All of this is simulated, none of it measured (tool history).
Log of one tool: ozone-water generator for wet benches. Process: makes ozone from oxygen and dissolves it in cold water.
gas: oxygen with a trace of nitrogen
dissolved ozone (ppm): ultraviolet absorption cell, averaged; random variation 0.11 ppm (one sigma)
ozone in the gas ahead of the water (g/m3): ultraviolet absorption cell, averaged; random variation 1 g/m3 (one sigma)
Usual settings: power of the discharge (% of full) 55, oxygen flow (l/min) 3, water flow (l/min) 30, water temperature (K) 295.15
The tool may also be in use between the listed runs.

run   hour  power of the discharge (% of full)  oxygen flow (l/min)  water flow (l/min)  water temperature (K)  dissolved ozone (ppm)  ozone in the gas ahead of the water (g/m3)
  1      0                                  55                    3                  30                 295.15                    8.6                                       163.4
  2   78.3                                  55                    3                  30                 295.15                    8.5                                       164.4
  3  111.1                                  55                    3                  30                 295.15                    8.5                                       165.3
  4  177.4                                  55                    3                  30                 295.15                    8.4                                       164.8
  5  253.7                                  55                    3                  30                 295.15                    8.4                                       164.3
  6  308.7                                  55                    3                  30                 295.15                    8.6                                       165.4
     315.5  -- water thermometer calibrated
  7  379.1                                  51                 3.72                  18                 297.15                   13.1                                       144.1
  8  424.2                                  88                 4.19                  36                 303.15                   10.2                                         208
  9  492.8                                  59                 4.19                  23                 303.15                   11.5                                       154.3
 10  563.3                                  61                 2.41                  30                 294.15                    8.6                                       192.4
     581.3  -- water thermometer calibrated, once more
 11  632.1                                  55                    3                  22                 300.15                   10.6                                       164.6
 12  692.8                                  55                    3                  22                 300.15                   10.7                                       163.7

4 ways to go on from here, each from the tool as it stands after run 12. What would each give?
  A   771                                  55                 1.92                  20                 300.15                      ?                                           ?
  B   771                                  55                    3                  22                 293.15                      ?                                           ?
  C   771                                  55                 3.34                  30                 295.15                      ?                                           ?
  D   771                                  45                    3                  19                 295.15                      ?                                           ?

run  dissolved ozone (ppm)  ozone in the gas ahead of the water (g/m3)
  A                   10.5                                       191.4
  B                   11.8                                       164.8
  C                    8.9                                       156.4
  D                   11.2                                       140.2
Without the tool's hidden state the same runs would have given:
run  dissolved ozone (ppm)  ozone in the gas ahead of the water (g/m3)
  A                   11.5                                       202.3
  B                     13                                         174
  C                    9.9                                       165.3
  D                   12.2                                       146.6

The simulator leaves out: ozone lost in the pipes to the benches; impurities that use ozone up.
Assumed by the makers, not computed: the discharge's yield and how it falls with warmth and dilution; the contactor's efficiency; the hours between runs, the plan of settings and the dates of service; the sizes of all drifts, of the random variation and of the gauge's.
